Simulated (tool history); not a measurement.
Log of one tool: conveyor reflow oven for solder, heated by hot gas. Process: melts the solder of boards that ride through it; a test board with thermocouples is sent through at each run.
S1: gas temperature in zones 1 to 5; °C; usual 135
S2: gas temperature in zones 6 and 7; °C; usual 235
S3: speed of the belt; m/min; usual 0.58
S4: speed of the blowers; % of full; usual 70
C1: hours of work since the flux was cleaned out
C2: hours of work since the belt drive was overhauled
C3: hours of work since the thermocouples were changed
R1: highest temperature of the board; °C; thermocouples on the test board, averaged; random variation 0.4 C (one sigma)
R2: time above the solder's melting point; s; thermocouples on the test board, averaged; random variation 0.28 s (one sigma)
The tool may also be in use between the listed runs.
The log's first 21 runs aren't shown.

run,hour,S1,S2,S3,S4,C1,C2,C3,R1,R2
22,416.6,135,245,0.58,63,119,110,826,220.2,54.3
23,434.3,145,245,0.58,80,133,124,840,227.2,63
24,457.6,144,245,0.58,80,151,142,858,226.6,62.8
25,476,145,226,0.58,70,165,157,873,208.5,49.7
26,496.1,135,248,0.58,83,181,173,889,229,60.8
27,520,143,242,0.58,57,200,191,907,216,54.3
# hour 537.1: flux residue cleaned out of gas plates and filters
28,549.3,143,242,0.58,57,10,210,926,217.9,54.9
29,563.6,135,231,0.58,70,21,222,938,210.7,48.4
30,574.6,128,235,0.63,88,29,230,946,215.9,46.9
31,590.3,128,235,0.63,88,42,243,959,216.5,47

Forecast each of these 4 alternatives for the next run:
A,613.1,127,247,0.684,70,60,260,977,?,?
B,613.1,142,228,0.627,70,60,260,977,?,?
C,613.1,135,243,0.624,70,60,260,977,?,?
D,613.1,135,235,0.572,55,60,260,977,?,?

run,R1,R2
A,216.6,41.3
B,207.3,43.4
C,218.6,50.2
D,209,46
Without the tool's hidden state the same runs would have given:
run,R1,R2
A,219,42.7
B,209.6,45.1
C,220.9,51.5
D,211.2,47.8
